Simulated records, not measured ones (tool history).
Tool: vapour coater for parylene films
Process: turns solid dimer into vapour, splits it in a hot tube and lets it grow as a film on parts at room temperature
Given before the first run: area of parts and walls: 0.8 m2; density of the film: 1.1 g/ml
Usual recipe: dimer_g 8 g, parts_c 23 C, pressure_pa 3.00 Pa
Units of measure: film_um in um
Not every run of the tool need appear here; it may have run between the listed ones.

run,hour,dimer_g,parts_c,pressure_pa,film_um
1,0.0,8,23,3.00,6.14
2,16.2,8,23,3.00,6.17
3,35.9,8,23,3.00,6.11
4,64.4,8,23,3.00,6.09
5,88.4,8,23,3.00,6.03
# hour 94.2: trap's valve overhauled
6,105.8,8,23,7.99,5.06
7,127.0,9,18,3.02,7.33
8,154.3,5,19,3.00,4.00

Run 9 has not been measured yet. What should we expect?
9,179.6,5,19,3.00,?

{"run 9": {"film_um": 3.93}}
On a tool with no hidden condition, and with the same random variation, this run would have come out at film_um 4.57 um.
